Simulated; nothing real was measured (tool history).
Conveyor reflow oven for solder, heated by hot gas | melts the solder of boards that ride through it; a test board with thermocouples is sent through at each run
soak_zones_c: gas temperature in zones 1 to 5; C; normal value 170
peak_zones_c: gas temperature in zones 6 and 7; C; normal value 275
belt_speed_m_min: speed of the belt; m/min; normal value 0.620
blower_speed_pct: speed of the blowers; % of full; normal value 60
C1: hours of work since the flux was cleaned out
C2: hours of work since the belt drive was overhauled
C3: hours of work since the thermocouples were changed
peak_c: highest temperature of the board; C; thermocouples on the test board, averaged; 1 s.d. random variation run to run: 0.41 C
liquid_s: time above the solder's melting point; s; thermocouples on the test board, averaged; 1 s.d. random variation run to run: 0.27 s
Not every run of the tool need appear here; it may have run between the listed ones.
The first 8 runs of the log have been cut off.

run 9 hour=171.0 | soak_zones_c=170 peak_zones_c=275 belt_speed_m_min=0.620 blower_speed_pct=60 | C1=49 C2=715 C3=852 | peak_c=252.7 liquid_s=57.1
run 10 hour=192.6 | soak_zones_c=170 peak_zones_c=275 belt_speed_m_min=0.620 blower_speed_pct=60 | C1=62 C2=727 C3=865 | peak_c=252.2 liquid_s=56.6
run 11 hour=207.2 | soak_zones_c=170 peak_zones_c=275 belt_speed_m_min=0.620 blower_speed_pct=65 | C1=70 C2=736 C3=873 | peak_c=254.4 liquid_s=58.1
run 12 hour=228.2 | soak_zones_c=170 peak_zones_c=275 belt_speed_m_min=0.620 blower_speed_pct=60 | C1=82 C2=748 C3=886 | peak_c=253.0 liquid_s=56.3
run 13 hour=248.0 | soak_zones_c=170 peak_zones_c=275 belt_speed_m_min=0.620 blower_speed_pct=60 | C1=94 C2=759 C3=897 | peak_c=252.2 liquid_s=55.9
run 14 hour=260.2 | soak_zones_c=170 peak_zones_c=275 belt_speed_m_min=0.620 blower_speed_pct=60 | C1=101 C2=766 C3=904 | peak_c=252.1 liquid_s=56.3
run 15 hour=274.1 | soak_zones_c=170 peak_zones_c=275 belt_speed_m_min=0.620 blower_speed_pct=60 | C1=109 C2=774 C3=912 | peak_c=252.4 liquid_s=56.0
run 16 hour=299.3 | soak_zones_c=170 peak_zones_c=275 belt_speed_m_min=0.620 blower_speed_pct=60 | C1=123 C2=789 C3=927 | peak_c=252.3 liquid_s=56.3
run 17 hour=320.7 | soak_zones_c=176 peak_zones_c=266 belt_speed_m_min=0.731 blower_speed_pct=66 | C1=136 C2=801 C3=939 | peak_c=240.9 liquid_s=39.6
run 18 hour=340.6 | soak_zones_c=176 peak_zones_c=266 belt_speed_m_min=0.731 blower_speed_pct=66 | C1=147 C2=813 C3=951 | peak_c=241.5 liquid_s=39.8
run 19 hour=356.5 | soak_zones_c=183 peak_zones_c=276 belt_speed_m_min=0.540 blower_speed_pct=67 | C1=157 C2=822 C3=960 | peak_c=261.5 liquid_s=78.9
run 20 hour=384.9 | soak_zones_c=182 peak_zones_c=275 belt_speed_m_min=0.620 blower_speed_pct=60 | C1=173 C2=839 C3=976 | peak_c=254.4 liquid_s=62.0
run 21 hour=413.9 | soak_zones_c=182 peak_zones_c=275 belt_speed_m_min=0.620 blower_speed_pct=60 | C1=190 C2=855 C3=993 | peak_c=254.1 liquid_s=61.9
run 22 hour=432.5 | soak_zones_c=182 peak_zones_c=277 belt_speed_m_min=0.625 blower_speed_pct=76 | C1=201 C2=866 C3=1004 | peak_c=259.1 liquid_s=66.2
run 23 hour=449.6 | soak_zones_c=170 peak_zones_c=275 belt_speed_m_min=0.620 blower_speed_pct=66 | C1=211 C2=876 C3=1014 | peak_c=252.8 liquid_s=57.0
run 24 hour=464.5 | soak_zones_c=170 peak_zones_c=275 belt_speed_m_min=0.620 blower_speed_pct=66 | C1=219 C2=885 C3=1023 | peak_c=253.0 liquid_s=56.8
-- hour=495.1 flux residue cleaned out of gas plates and filters
run 25 hour=498.2 | soak_zones_c=172 peak_zones_c=275 belt_speed_m_min=0.620 blower_speed_pct=56 | C1=2 C2=901 C3=1039 | peak_c=251.9 liquid_s=57.1
run 26 hour=514.3 | soak_zones_c=172 peak_zones_c=275 belt_speed_m_min=0.620 blower_speed_pct=56 | C1=11 C2=911 C3=1049 | peak_c=251.7 liquid_s=56.8
run 27 hour=529.8 | soak_zones_c=172 peak_zones_c=275 belt_speed_m_min=0.611 blower_speed_pct=77 | C1=20 C2=920 C3=1058 | peak_c=258.8 liquid_s=63.6
run 28 hour=549.0 | soak_zones_c=172 peak_zones_c=275 belt_speed_m_min=0.611 blower_speed_pct=77 | C1=31 C2=931 C3=1069 | peak_c=258.8 liquid_s=63.7
run 29 hour=571.1 | soak_zones_c=172 peak_zones_c=275 belt_speed_m_min=0.611 blower_speed_pct=77 | C1=44 C2=944 C3=1081 | peak_c=258.4 liquid_s=63.5
run 30 hour=586.6 | soak_zones_c=170 peak_zones_c=274 belt_speed_m_min=0.620 blower_speed_pct=60 | C1=53 C2=953 C3=1090 | peak_c=252.3 liquid_s=56.1
run 31 hour=611.7 | soak_zones_c=160 peak_zones_c=267 belt_speed_m_min=0.537 blower_speed_pct=74 | C1=68 C2=967 C3=1105 | peak_c=252.6 liquid_s=64.1

Below are 4 alternative next runs, each starting from the tool's condition after run 31. Predict each:
run A hour=639.3 | soak_zones_c=185 peak_zones_c=267 belt_speed_m_min=0.537 blower_speed_pct=81 | C1=84 C2=983 C3=1121 | peak_c=? liquid_s=?
run B hour=639.3 | soak_zones_c=165 peak_zones_c=275 belt_speed_m_min=0.620 blower_speed_pct=60 | C1=84 C2=983 C3=1121 | peak_c=? liquid_s=?
run C hour=639.3 | soak_zones_c=164 peak_zones_c=277 belt_speed_m_min=0.620 blower_speed_pct=60 | C1=84 C2=983 C3=1121 | peak_c=? liquid_s=?
run D hour=639.3 | soak_zones_c=162 peak_zones_c=265 belt_speed_m_min=0.620 blower_speed_pct=61 | C1=84 C2=983 C3=1121 | peak_c=? liquid_s=?

run=A peak_c=257.3 liquid_s=78.5
run=B peak_c=251.4 liquid_s=54.1
run=C peak_c=252.3 liquid_s=55.1
run=D peak_c=242.1 liquid_s=45.2
Without the tool's hidden state the same runs would have given:
run=A peak_c=258.9 liquid_s=77.9
run=B peak_c=252.8 liquid_s=54.0
run=C peak_c=253.6 liquid_s=55.0
run=D peak_c=243.4 liquid_s=45.6

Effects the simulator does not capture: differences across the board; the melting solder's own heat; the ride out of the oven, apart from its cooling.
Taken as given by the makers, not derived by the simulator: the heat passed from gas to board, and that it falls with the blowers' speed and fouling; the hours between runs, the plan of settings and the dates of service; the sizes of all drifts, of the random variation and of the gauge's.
